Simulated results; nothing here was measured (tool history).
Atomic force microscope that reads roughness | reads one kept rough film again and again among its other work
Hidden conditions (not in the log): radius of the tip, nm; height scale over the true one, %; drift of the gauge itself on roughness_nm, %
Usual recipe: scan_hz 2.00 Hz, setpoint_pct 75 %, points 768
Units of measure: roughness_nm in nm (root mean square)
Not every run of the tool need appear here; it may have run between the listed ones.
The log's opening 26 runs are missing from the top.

run   hour  scan_hz  setpoint_pct  points  pictures with this tip  hours of work since the height scale was calibrated  roughness_nm
 27  403.9     2.00            75     373                      48                                                   57         2.900
 28  420.6     0.53            71     691                      89                                                   69         2.974
 29  432.4     0.58            80    1023                     118                                                   78         2.806
 30  447.6     0.58            80    1023                     155                                                   89         2.677
 31  463.4     0.58            62    1023                     194                                                  100         2.618
 32  475.3     0.58            62    1023                     223                                                  109         2.522
 33  493.5     1.71            63     674                     267                                                  122         2.366
 34  504.7     0.93            72     552                     295                                                  130         2.291
 35  514.1     2.44            55     306                     318                                                  137         2.180
     522.0  -- new tip fitted
 36  532.3     2.44            55     306                      25                                                  150         3.078
 37  550.4     2.00            85     768                      69                                                  163         2.679
 38  569.4     2.00            66     780                     115                                                  177         2.739
 39  589.1     2.00            59     500                     164                                                  191         2.635
 40  609.1     1.86            66     808                     213                                                  206         2.460

What will run 41 give?
 41  627.4     1.86            66     808                     257                                                  219             ?

Run 41 gave roughness_nm 2.356 nm (root mean square).
Minus the tool's unlogged condition, the same run would have read roughness_nm 3.295 nm (root mean square).

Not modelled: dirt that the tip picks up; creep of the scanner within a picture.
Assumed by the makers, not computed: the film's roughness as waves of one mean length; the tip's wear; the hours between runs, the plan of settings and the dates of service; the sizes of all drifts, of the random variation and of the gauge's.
